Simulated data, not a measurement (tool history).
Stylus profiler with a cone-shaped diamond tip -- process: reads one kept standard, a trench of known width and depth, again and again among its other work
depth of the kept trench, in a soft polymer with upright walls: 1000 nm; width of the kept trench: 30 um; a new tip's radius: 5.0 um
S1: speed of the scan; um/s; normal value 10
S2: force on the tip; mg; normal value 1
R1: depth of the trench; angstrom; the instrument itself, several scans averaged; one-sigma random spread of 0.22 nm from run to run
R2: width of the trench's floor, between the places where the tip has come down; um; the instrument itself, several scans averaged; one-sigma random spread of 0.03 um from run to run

{"run": 1, "day": 0.0, "S1": 10, "S2": 1, "R1": 10089.9, "R2": 23.38}
{"run": 2, "day": 1.5, "S1": 10, "S2": 1, "R1": 10099.2, "R2": 23.46}
{"run": 3, "day": 2.975, "S1": 10, "S2": 1, "R1": 10100, "R2": 23.4}
{"run": 4, "day": 3.929, "S1": 10, "S2": 0.43, "R1": 10076.5, "R2": 23.37}
{"run": 5, "day": 5.288, "S1": 10, "S2": 1, "R1": 10100.1, "R2": 23.39}
{"run": 6, "day": 6.05, "S1": 4, "S2": 1, "R1": 10103.6, "R2": 23.46}
{"run": 7, "day": 6.988, "S1": 4, "S2": 1, "R1": 10099.4, "R2": 23.41}
{"run": 8, "day": 8.667, "S1": 4, "S2": 1, "R1": 10104.3, "R2": 23.41}
{"run": 9, "day": 9.412, "S1": 10, "S2": 1, "R1": 10101.1, "R2": 23.4}
{"run": 10, "day": 10.729, "S1": 10, "S2": 1, "R1": 10106.7, "R2": 23.37}
{"run": 11, "day": 12.192, "S1": 3, "S2": 1, "R1": 10105.2, "R2": 23.39}
{"run": 12, "day": 13.679, "S1": 3, "S2": 1, "R1": 10108.7, "R2": 23.32}
{"run": 13, "day": 14.642, "S1": 10, "S2": 0.92, "R1": 10105.3, "R2": 23.34}
{"run": 14, "day": 16.158, "S1": 10, "S2": 0.92, "R1": 10108.5, "R2": 23.26}
{"run": 15, "day": 17.858, "S1": 10, "S2": 1, "R1": 10109, "R2": 23.3}
{"run": 16, "day": 19.488, "S1": 10, "S2": 1, "R1": 10111.2, "R2": 23.18}
{"run": 17, "day": 20.35, "S1": 10, "S2": 1, "R1": 10115.4, "R2": 23.21}
{"run": 18, "day": 21.296, "S1": 9, "S2": 1, "R1": 10112.7, "R2": 23.25}
{"run": 19, "day": 22.462, "S1": 10, "S2": 1, "R1": 10117, "R2": 23.21}
{"run": 20, "day": 23.788, "S1": 10, "S2": 1, "R1": 10121.1, "R2": 23.22}
{"run": 21, "day": 24.879, "S1": 10, "S2": 1, "R1": 10116.3, "R2": 23.15}
{"run": 22, "day": 26.062, "S1": 10, "S2": 1, "R1": 10113.9, "R2": 23.16}
{"run": 23, "day": 27.162, "S1": 10, "S2": 1, "R1": 10120.8, "R2": 23.24}
{"run": 24, "day": 28.342, "S1": 10, "S2": 1, "R1": 10122.4, "R2": 23.17}
{"run": 25, "day": 29.45, "S1": 21, "S2": 2.35, "R1": 10165.2, "R2": 23.06}
{"run": 26, "day": 30.717, "S1": 21, "S2": 2.35, "R1": 10166.1, "R2": 23.12}
{"run": 27, "day": 31.95, "S1": 4, "S2": 0.68, "R1": 10111.4, "R2": 23.1}
{"run": 28, "day": 33.067, "S1": 10, "S2": 1.66, "R1": 10148.2, "R2": 23.09}
{"run": 29, "day": 34.021, "S1": 10, "S2": 1.66, "R1": 10150.9, "R2": 23.14}
{"run": 30, "day": 34.733, "S1": 26, "S2": 0.62, "R1": 10110.9, "R2": 23.01}
{"run": 31, "day": 36.117, "S1": 10, "S2": 2.76, "R1": 10180.2, "R2": 23.1}
{"run": 32, "day": 36.971, "S1": 10, "S2": 2.76, "R1": 10181.3, "R2": 23.13}
{"run": 33, "day": 37.862, "S1": 30, "S2": 0.38, "R1": 10104.8, "R2": 22.92}
{"run": 34, "day": 38.842, "S1": 2, "S2": 0.38, "R1": 10101.5, "R2": 23.14}
{"run": 35, "day": 40.188, "S1": 9, "S2": 2.07, "R1": 10164.2, "R2": 23.06}
{"run": 36, "day": 40.929, "S1": 4, "S2": 1.01, "R1": 10131.6, "R2": 23.03}
{"run": 37, "day": 41.65, "S1": 4, "S2": 1.01, "R1": 10132.4, "R2": 23.08}
{"run": 38, "day": 42.425, "S1": 20, "S2": 0.34, "R1": 10103.6, "R2": 22.96}
{"run": 39, "day": 43.183, "S1": 3, "S2": 1.1, "R1": 10135.8, "R2": 23.05}
{"run": 40, "day": 44.712, "S1": 3, "S2": 1.1, "R1": 10134.1, "R2": 23.01}
{"run": 41, "day": 45.6, "S1": 3, "S2": 0.84, "R1": 10134.6, "R2": 22.99}
{"run": 42, "day": 47.092, "S1": 6, "S2": 1.61, "R1": 10157.6, "R2": 23}
{"run": 43, "day": 48.404, "S1": 6, "S2": 1.61, "R1": 10161.5, "R2": 22.91}
{"run": 44, "day": 50.012, "S1": 3, "S2": 1.31, "R1": 10147.1, "R2": 22.98}
{"run": 45, "day": 50.921, "S1": 10, "S2": 1.63, "R1": 10163.7, "R2": 22.95}

Below are 5 alternative next runs, each starting from the tool's condition after run 45. Predict each:
{"run": "A", "day": 52.079, "S1": 3, "S2": 1.06, "R1": "?", "R2": "?"}
{"run": "B", "day": 52.079, "S1": 12, "S2": 1.14, "R1": "?", "R2": "?"}
{"run": "C", "day": 52.079, "S1": 22, "S2": 2.97, "R1": "?", "R2": "?"}
{"run": "D", "day": 52.079, "S1": 15, "S2": 0.35, "R1": "?", "R2": "?"}
{"run": "E", "day": 52.079, "S1": 6, "S2": 0.8, "R1": "?", "R2": "?"}

run=A R1=10143.5 R2=22.96
run=B R1=10147.8 R2=22.93
run=C R1=10199.1 R2=22.98
run=D R1=10112.6 R2=22.91
run=E R1=10131.8 R2=22.93
With the hidden condition removed and each run's random variation left untouched, the same runs would have given:
run=A R1=10057.6 R2=23.98
run=B R1=10061.9 R2=23.95
run=C R1=10112.7 R2=24
run=D R1=10027 R2=23.93
run=E R1=10046 R2=23.95

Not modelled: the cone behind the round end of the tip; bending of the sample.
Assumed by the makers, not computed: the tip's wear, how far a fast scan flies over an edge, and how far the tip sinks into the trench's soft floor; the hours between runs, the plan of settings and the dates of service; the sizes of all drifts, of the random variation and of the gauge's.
